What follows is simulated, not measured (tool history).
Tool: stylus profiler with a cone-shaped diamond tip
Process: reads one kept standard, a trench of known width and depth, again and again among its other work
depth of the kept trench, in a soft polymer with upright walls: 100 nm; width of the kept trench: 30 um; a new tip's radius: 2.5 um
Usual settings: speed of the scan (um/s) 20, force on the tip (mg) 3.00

run,hour,speed of the scan (um/s),force on the tip (mg),depth of the trench (angstrom),width of the trench's floor (nm)
1,0.0,20,3.00,1020.1,28400
2,65.3,20,3.00,1020.7,28430
3,110.5,20,3.00,1019.7,28430
4,176.4,20,3.00,1020.2,28370
5,256.1,20,3.00,1020.5,28360
6,296.9,20,8.05,1038.7,28390
7,349.8,20,8.05,1038.5,28370
8,392.7,17,3.00,1019.8,28320
9,442.7,17,3.00,1019.9,28380
10,503.8,17,3.00,1020.1,28320
11,593.3,17,6.54,1033.5,28350
12,679.1,17,1.05,1009.6,28270
13,742.4,17,1.05,1009.7,28330
14,798.3,17,1.05,1009.6,28240
15,882.6,20,3.00,1019.0,28300
16,944.3,20,3.00,1019.6,28290
17,1038.4,20,3.00,1019.3,28300
18,1103.1,6,8.06,1038.2,28370
19,1145.9,6,8.06,1038.1,28330
# hour 1172.2: height scale calibrated on a step standard
20,1202.4,6,8.06,1038.3,28340
21,1270.6,6,8.56,1039.6,28320

The next listed run, before its measurement:
22,1337.9,6,2.26,?,?

{"run 22": {"depth of the trench (angstrom)": 1016.1, "width of the trench's floor (nm)": 28310}}
Without the tool's hidden state the same run would have given depth of the trench (angstrom) 1016.4, width of the trench's floor (nm) 28550.
